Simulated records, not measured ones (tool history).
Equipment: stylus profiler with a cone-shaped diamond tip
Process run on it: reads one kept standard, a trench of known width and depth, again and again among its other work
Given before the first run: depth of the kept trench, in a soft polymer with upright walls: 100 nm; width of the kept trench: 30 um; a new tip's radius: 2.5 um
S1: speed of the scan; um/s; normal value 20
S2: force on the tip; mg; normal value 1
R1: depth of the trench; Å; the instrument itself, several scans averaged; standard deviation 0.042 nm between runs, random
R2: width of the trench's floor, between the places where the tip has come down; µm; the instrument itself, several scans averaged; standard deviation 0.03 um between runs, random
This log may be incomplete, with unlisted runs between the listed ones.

Run 1, hour 0: usual settings. Result: R1 1006.9 Å, R2 28.18 µm.
Run 2, hour 32.1: usual settings. Result: R1 1006.2 Å, R2 28.21 µm.
Run 3, hour 74: usual settings. Result: R1 1005.8 Å, R2 28.21 µm.
Run 4, hour 118.5: usual settings. Result: R1 1005.7 Å, R2 28.17 µm.
Run 5, hour 156.3: usual settings. Result: R1 1006.1 Å, R2 28.16 µm.
Run 6, hour 191.4: usual settings. Result: R1 1005.8 Å, R2 28.21 µm.
Run 7, hour 231.6: usual settings. Result: R1 1005.7 Å, R2 28.2 µm.
Run 8, hour 291.6: usual settings. Result: R1 1005.2 Å, R2 28.14 µm.
Run 9, hour 339.4: usual settings. Result: R1 1006.3 Å, R2 28.24 µm.
Run 10, hour 396.1: usual settings. Result: R1 1004.8 Å, R2 28.13 µm.
Run 11, hour 442.1: usual settings. Result: R1 1005.8 Å, R2 28.13 µm.
Run 12, hour 476.9: usual settings. Result: R1 1005.7 Å, R2 28.13 µm.
Run 13, hour 525.1: usual settings but S2 1.9 mg. Result: R1 1009.6 Å, R2 28.17 µm.
Run 14, hour 557.3: usual settings but S2 1.9 mg. Result: R1 1010.1 Å, R2 28.12 µm.
Run 15, hour 616.5: usual settings. Result: R1 1005.2 Å, R2 28.11 µm.
Run 16, hour 668.3: usual settings. Result: R1 1004.8 Å, R2 28.12 µm.
Run 17, hour 727.8: usual settings. Result: R1 1004.7 Å, R2 28.04 µm.
Run 18, hour 759.6: usual settings. Result: R1 1005.2 Å, R2 28.05 µm.
Run 19, hour 799.4: usual settings but S1 6 um/s. Result: R1 1004.4 Å, R2 28.1 µm.
Run 20, hour 827.4: usual settings but S1 6 um/s. Result: R1 1004.2 Å, R2 28.09 µm.
Run 21, hour 853.6: usual settings but S1 6 um/s. Result: R1 1003.9 Å, R2 28.12 µm.
Run 22, hour 878.2: usual settings but S1 6 um/s. Result: R1 1004.7 Å, R2 28.14 µm.
At hour 881.9: height scale calibrated on a step standard.
Run 23, hour 940: usual settings but S1 6 um/s. Result: R1 1003.9 Å, R2 28.21 µm.
Run 24, hour 968.7: usual settings but S1 6 um/s. Result: R1 1003.2 Å, R2 28.08 µm.
Run 25, hour 1011.8: usual settings but S1 37 um/s, S2 2.56 mg. Result: R1 1010.6 Å, R2 27.95 µm.
Run 26, hour 1071.5: usual settings but S1 12 um/s, S2 0.74 mg. Result: R1 1002.1 Å, R2 28.04 µm.
At hour 1097.3: height scale calibrated on a step standard, once more.
Run 27, hour 1107.5: usual settings but S1 12 um/s, S2 0.74 mg. Result: R1 1006.8 Å, R2 28.04 µm.
Run 28, hour 1138.6: usual settings but S1 12 um/s, S2 0.74 mg. Result: R1 1006.8 Å, R2 27.97 µm.
Run 29, hour 1171.1: usual settings but S1 12 um/s, S2 0.74 mg. Result: R1 1006.4 Å, R2 28.02 µm.
Run 30, hour 1199.4: usual settings but S1 12 um/s, S2 0.74 mg. Result: R1 1006.4 Å, R2 28.02 µm.
Run 31, hour 1247.5: usual settings but S1 68 um/s, S2 0.64 mg. Result: R1 1005.7 Å, R2 27.61 µm.
Run 32, hour 1294.3: usual settings but S1 8 um/s, S2 0.41 mg. Result: R1 1004.4 Å, R2 28 µm.
Run 33, hour 1354.3: usual settings but S1 19 um/s, S2 0.82 mg. Result: R1 1006.9 Å, R2 27.88 µm.
Run 34, hour 1415.5: usual settings but S1 13 um/s, S2 0.82 mg. Result: R1 1006.9 Å, R2 27.97 µm.
Run 35, hour 1464.4: usual settings but S1 7 um/s, S2 1.56 mg. Result: R1 1010.7 Å, R2 27.99 µm.
Run 36, hour 1514: usual settings but S1 7 um/s, S2 1.56 mg. Result: R1 1009.8 Å, R2 27.96 µm.
Run 37, hour 1553.1: usual settings but S1 25 um/s, S2 1.48 mg. Result: R1 1009.8 Å, R2 27.89 µm.
Run 38, hour 1601.9: usual settings but S1 25 um/s, S2 1.48 mg. Result: R1 1009.8 Å, R2 27.87 µm.
Run 39, hour 1654.6: usual settings but S1 25 um/s, S2 1.48 mg. Result: R1 1009.6 Å, R2 27.85 µm.
Run 40, hour 1680.8: usual settings but S1 25 um/s, S2 1.48 mg. Result: R1 1010.4 Å, R2 27.87 µm.
Run 41, hour 1720.6: usual settings but S1 6 um/s, S2 0.68 mg. Result: R1 1004.7 Å, R2 27.93 µm.
Run 42, hour 1768.4: usual settings but S1 7 um/s, S2 0.42 mg. Result: R1 1003 Å, R2 27.85 µm.
Run 43, hour 1817.8: usual settings but S1 41 um/s, S2 0.75 mg. Result: R1 1004.5 Å, R2 27.73 µm.
Run 44, hour 1876.3: usual settings but S1 30 um/s, S2 0.55 mg. Result: R1 1003.6 Å, R2 27.75 µm.
Run 45, hour 1913.6: usual settings but S1 30 um/s, S2 1.33 mg. Result: R1 1008.5 Å, R2 27.81 µm.
Run 46, hour 1943.8: usual settings but S1 30 um/s, S2 1.33 mg. Result: R1 1007.7 Å, R2 27.78 µm.

Difference, measured minus no-hidden-state, one row per run. Run-to-run variation is common to both terms; the gauge's own scatter need not be:
Hidden state present: radius of the tip, um; height scale over the true one, %; drift of the gauge itself on depth_nm, %; drift of the gauge itself on floor_um, %.
run    R1     R2
  1    -2  -0.27
  2  -2.1  -0.28
  3  -2.3  -0.29
  4  -2.3   -0.3
  5  -2.5  -0.31
  6  -2.5  -0.32
  7  -2.6  -0.33
  8  -2.7  -0.34
  9  -2.8  -0.35
 10    -3  -0.36
 11    -3  -0.37
 12  -3.1  -0.38
 13  -3.2  -0.39
 14  -3.3  -0.39
 15  -3.4  -0.41
 16  -3.5  -0.42
 17  -3.7  -0.43
 18  -3.7  -0.44
 19  -3.8  -0.44
 20  -3.9  -0.45
 21    -4  -0.46
 22  -4.1  -0.47
 23  -4.8  -0.48
 24  -4.8  -0.48
 25    -5  -0.49
 26  -5.1   -0.5
 27  -0.2  -0.51
 28  -0.3  -0.52
 29  -0.4  -0.52
 30  -0.5  -0.53
 31  -0.5  -0.54
 32  -0.6  -0.55
 33  -0.8  -0.55
 34  -0.9  -0.57
 35    -1  -0.58
 36  -1.1  -0.59
 37  -1.2   -0.6
 38  -1.4  -0.61
 39  -1.4  -0.61
 40  -1.5  -0.62
 41  -1.5  -0.63
 42  -1.7  -0.64
 43  -1.8  -0.65
 44    -2  -0.66
 45    -2  -0.67
 46  -2.1  -0.67
